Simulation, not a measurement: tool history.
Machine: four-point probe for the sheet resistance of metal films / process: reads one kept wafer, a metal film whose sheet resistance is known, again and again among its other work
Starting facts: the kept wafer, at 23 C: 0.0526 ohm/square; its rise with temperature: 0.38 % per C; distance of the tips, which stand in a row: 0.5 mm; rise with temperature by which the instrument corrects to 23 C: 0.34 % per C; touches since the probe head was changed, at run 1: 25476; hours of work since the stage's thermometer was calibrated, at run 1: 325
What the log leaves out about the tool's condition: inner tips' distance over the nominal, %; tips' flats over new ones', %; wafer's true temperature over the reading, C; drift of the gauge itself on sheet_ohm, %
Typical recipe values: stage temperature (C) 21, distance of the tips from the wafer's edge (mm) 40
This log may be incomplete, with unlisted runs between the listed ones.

| run | hour | stage temperature (C) | distance of the tips from the wafer's edge (mm) | touches since the probe head was changed | hours of work since the stage's thermometer was calibrated | sheet resistance as the instrument gives it (ohm/square) |
|---|---|---|---|---|---|---|
| 1 | 0 | 21 | 40 | 25476 | 325 | 0.052549 |
| 2 | 55.3 | 21 | 40 | 26101 | 353 | 0.05254 |
| 3 | 124.8 | 21 | 40 | 26887 | 387 | 0.052556 |
| 4 | 216.8 | 21 | 40 | 27927 | 433 | 0.052557 |
| 5 | 303.5 | 28 | 40 | 28907 | 476 | 0.052695 |
| 6 | 350.2 | 28 | 40 | 29435 | 500 | 0.052708 |
| 7 | 426.1 | 28 | 40 | 30294 | 537 | 0.05269 |
| 8 | 519.2 | 21 | 40 | 31347 | 584 | 0.052557 |
| 9 | 575.1 | 21 | 40 | 31978 | 612 | 0.052556 |
| 10 | 634.9 | 21 | 30 | 32655 | 641 | 0.052572 |
| 11 | 732.8 | 21 | 40 | 33761 | 690 | 0.052575 |
| 12 | 780.1 | 21 | 40 | 34296 | 714 | 0.052561 |
| 13 | 863 | 19 | 40 | 35233 | 755 | 0.052537 |
| 14 | 946.6 | 33 | 40 | 36179 | 797 | 0.052814 |
| 15 | 1015.4 | 22 | 40 | 36956 | 831 | 0.052593 |
| 16 | 1081.4 | 22 | 40 | 37703 | 864 | 0.052581 |
| 17 | 1164.3 | 21 | 40 | 38640 | 905 | 0.052583 |
| 18 | 1263.8 | 21 | 40 | 39764 | 955 | 0.052585 |
| 19 | 1311 | 21 | 5 | 40299 | 978 | 0.052886 |
| 20 | 1372.6 | 21 | 11 | 40995 | 1009 | 0.052663 |
| 21 | 1430.3 | 21 | 11 | 41647 | 1038 | 0.052632 |
| 22 | 1514.8 | 28 | 11 | 42603 | 1080 | 0.052781 |
|  | 1520.2 | stage's thermometer calibrated |
| 23 | 1627.9 | 21 | 40 | 43876 | 54 | 0.052627 |
| 24 | 1717.5 | 21 | 4 | 44889 | 98 | 0.053072 |
| 25 | 1794.7 | 21 | 4 | 45761 | 137 | 0.053066 |
| 26 | 1868.3 | 18 | 7 | 46594 | 173 | 0.052735 |
| 27 | 1918.3 | 19 | 10 | 47159 | 198 | 0.05266 |
| 28 | 2003.8 | 19 | 10 | 48126 | 241 | 0.052671 |
| 29 | 2086.9 | 25 | 18 | 49066 | 282 | 0.05277 |
| 30 | 2139.7 | 26 | 39 | 49663 | 309 | 0.052745 |
|  | 2162.4 | stage's thermometer calibrated, once more |
| 31 | 2186.9 | 26 | 39 | 50191 | 12 | 0.05267 |
| 32 | 2251.7 | 21 | 13 | 50923 | 44 | 0.05262 |
| 33 | 2329.3 | 27 | 36 | 51801 | 83 | 0.052686 |
| 34 | 2413.9 | 27 | 36 | 52757 | 125 | 0.052691 |
| 35 | 2466.3 | 31 | 4 | 53349 | 151 | 0.053218 |
| 36 | 2561.3 | 31 | 4 | 54424 | 199 | 0.053214 |
| 37 | 2652.9 | 22 | 28 | 55459 | 244 | 0.052611 |
| 38 | 2711.4 | 22 | 28 | 56121 | 273 | 0.052613 |
| 39 | 2766.8 | 24 | 55 | 56747 | 301 | 0.052655 |
| 40 | 2846.4 | 19 | 40 | 57648 | 341 | 0.052556 |
| 41 | 2909.3 | 19 | 40 | 58359 | 372 | 0.052561 |
| 42 | 3012.9 | 23 | 5 | 59530 | 424 | 0.052935 |
| 43 | 3070.3 | 26 | 25 | 60179 | 452 | 0.052717 |
| 44 | 3182.8 | 22 | 40 | 61450 | 508 | 0.052627 |
| 45 | 3245.3 | 22 | 40 | 62157 | 539 | 0.052643 |

Entry by entry between the runs, the difference in hidden state between the last listed run before and the first listed run after:
Runs 22 to 23: stage's thermometer calibrated (hour 1520.2)
  inner tips' distance over the nominal, %: -0.01 -> -0.006; tips' flats over new ones', %: 31 -> 32; wafer's true temperature over the reading, C: 0.21 -> 0.36
  the result without the hidden state subtracted from the measured one, sheet resistance as the instrument gives it (ohm/square): +0.000035 -> +0.000069
Runs 30 to 31: stage's thermometer calibrated, once more (hour 2162.4)
  inner tips' distance over the nominal, %: 0.013 -> 0.015; wafer's true temperature over the reading, C: 0.41 -> 0
  the result without the hidden state subtracted from the measured one, sheet resistance as the instrument gives it (ohm/square): +0.000087 -> +0.000008
